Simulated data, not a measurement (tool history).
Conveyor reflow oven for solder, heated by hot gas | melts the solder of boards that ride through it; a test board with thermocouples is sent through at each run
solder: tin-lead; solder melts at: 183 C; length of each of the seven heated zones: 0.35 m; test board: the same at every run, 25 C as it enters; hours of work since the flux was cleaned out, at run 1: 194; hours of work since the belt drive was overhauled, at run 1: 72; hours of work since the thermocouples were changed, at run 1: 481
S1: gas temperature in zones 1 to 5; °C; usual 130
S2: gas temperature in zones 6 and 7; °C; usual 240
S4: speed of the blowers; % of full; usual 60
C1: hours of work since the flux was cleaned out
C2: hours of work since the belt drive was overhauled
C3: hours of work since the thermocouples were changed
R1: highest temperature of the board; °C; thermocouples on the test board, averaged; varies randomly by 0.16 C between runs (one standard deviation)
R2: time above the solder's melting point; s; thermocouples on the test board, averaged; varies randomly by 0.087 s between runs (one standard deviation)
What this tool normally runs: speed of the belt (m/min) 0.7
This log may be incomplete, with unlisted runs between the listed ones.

Run 1, hour 0: usual settings; C1 194; C2 72; C3 481. Result: R1 209 °C, R2 35.37 s.
Run 2, hour 5.5: usual settings but speed of the belt (m/min) 0.783; C1 198; C2 76; C3 485. Result: R1 203.5 °C, R2 26.85 s.
Run 3, hour 13.4: usual settings but S2 250 °C; C1 205; C2 82; C3 491. Result: R1 216.9 °C, R2 41.57 s.
Run 4, hour 19.1: usual settings but S2 250 °C; C1 209; C2 87; C3 496. Result: R1 216.8 °C, R2 41.31 s.
Run 5, hour 25.9: usual settings but S1 137 °C, S2 250 °C; C1 214; C2 92; C3 501. Result: R1 218.5 °C, R2 44.39 s.
Run 6, hour 32.5: usual settings but S1 137 °C, S2 250 °C; C1 220; C2 97; C3 506. Result: R1 218.5 °C, R2 44.35 s.
Run 7, hour 36.6: usual settings but S1 137 °C, S2 250 °C; C1 223; C2 100; C3 509. Result: R1 218.5 °C, R2 44.3 s.
Run 8, hour 44.8: usual settings but S1 137 °C, S2 250 °C; C1 229; C2 107; C3 516. Result: R1 218.7 °C, R2 44.29 s.
Run 9, hour 48.7: usual settings but S4 62 % of full; C1 232; C2 110; C3 519. Result: R1 209.6 °C, R2 35.85 s.
Run 10, hour 56.2: usual settings but S4 62 % of full; C1 238; C2 116; C3 525. Result: R1 209.3 °C, R2 35.96 s.
Run 11, hour 62.4: usual settings but S2 253 °C; C1 243; C2 121; C3 530. Result: R1 218.8 °C, R2 42.86 s.
Run 12, hour 69.7: usual settings but S2 253 °C; C1 249; C2 127; C3 535. Result: R1 219 °C, R2 42.97 s.
Run 13, hour 79.1: usual settings but S4 56 % of full; C1 256; C2 134; C3 543. Result: R1 206.8 °C, R2 33.24 s.
Run 14, hour 84.5: usual settings but speed of the belt (m/min) 0.745; C1 260; C2 138; C3 547. Result: R1 205.3 °C, R2 30.22 s.
Run 15, hour 91.8: usual settings but speed of the belt (m/min) 0.745; C1 266; C2 144; C3 553. Result: R1 205.4 °C, R2 30.17 s.
Run 16, hour 99.4: usual settings but speed of the belt (m/min) 0.745; C1 272; C2 150; C3 559. Result: R1 205.6 °C, R2 30.17 s.
Run 17, hour 108.8: usual settings but speed of the belt (m/min) 0.745; C1 279; C2 157; C3 566. Result: R1 205.4 °C, R2 30 s.
At hour 118.5: flux residue cleaned out of gas plates and filters.
Run 18, hour 123.4: usual settings but speed of the belt (m/min) 0.57, S4 87 % of full; C1 4; C2 165; C3 574. Result: R1 225.1 °C, R2 59.36 s.
Run 19, hour 127.4: usual settings but S2 234 °C; C1 7; C2 168; C3 577. Result: R1 205.4 °C, R2 32.56 s.
Run 20, hour 132.1: usual settings but S1 138 °C, S2 229 °C, speed of the belt (m/min) 0.77, S4 57 % of full; C1 11; C2 172; C3 581. Result: R1 198.3 °C, R2 24.12 s.
Run 21, hour 141.8: usual settings but S1 120 °C, S2 245 °C, speed of the belt (m/min) 0.592; C1 18; C2 179; C3 588. Result: R1 218.9 °C, R2 49.19 s.
Run 22, hour 145.9: usual settings but S1 120 °C, S2 245 °C, speed of the belt (m/min) 0.592; C1 22; C2 183; C3 591. Result: R1 219 °C, R2 49.08 s.
Run 23, hour 155.6: usual settings but S1 133 °C, S2 234 °C, speed of the belt (m/min) 0.796, S4 75 % of full; C1 29; C2 190; C3 599. Result: R1 206.2 °C, R2 29.96 s.
Run 24, hour 164.9: usual settings but S1 145 °C, S2 234 °C, speed of the belt (m/min) 0.796, S4 71 % of full; C1 36; C2 197; C3 606. Result: R1 207.8 °C, R2 34.21 s.
Run 25, hour 169.3: usual settings but S1 145 °C, S2 234 °C, speed of the belt (m/min) 0.796, S4 71 % of full; C1 40; C2 201; C3 610. Result: R1 207.7 °C, R2 34.24 s.
Run 26, hour 174.7: usual settings but S1 145 °C, S2 234 °C, speed of the belt (m/min) 0.796, S4 71 % of full; C1 44; C2 205; C3 614. Result: R1 207.8 °C, R2 34.18 s.

Estimate the outcome of run 27 from the log above:
Run 27, hour 180.5: usual settings but S1 115 °C, S2 234 °C, speed of the belt (m/min) 0.796, S4 84 % of full; C1 49; C2 210; C3 619. Result: R1 ?, R2 ?.

{"run 27": {"R1": 204.5, "R2": 25.69}}
Minus the tool's unlogged condition, the same run would have read R1 207.2 °C, R2 27.59 s.

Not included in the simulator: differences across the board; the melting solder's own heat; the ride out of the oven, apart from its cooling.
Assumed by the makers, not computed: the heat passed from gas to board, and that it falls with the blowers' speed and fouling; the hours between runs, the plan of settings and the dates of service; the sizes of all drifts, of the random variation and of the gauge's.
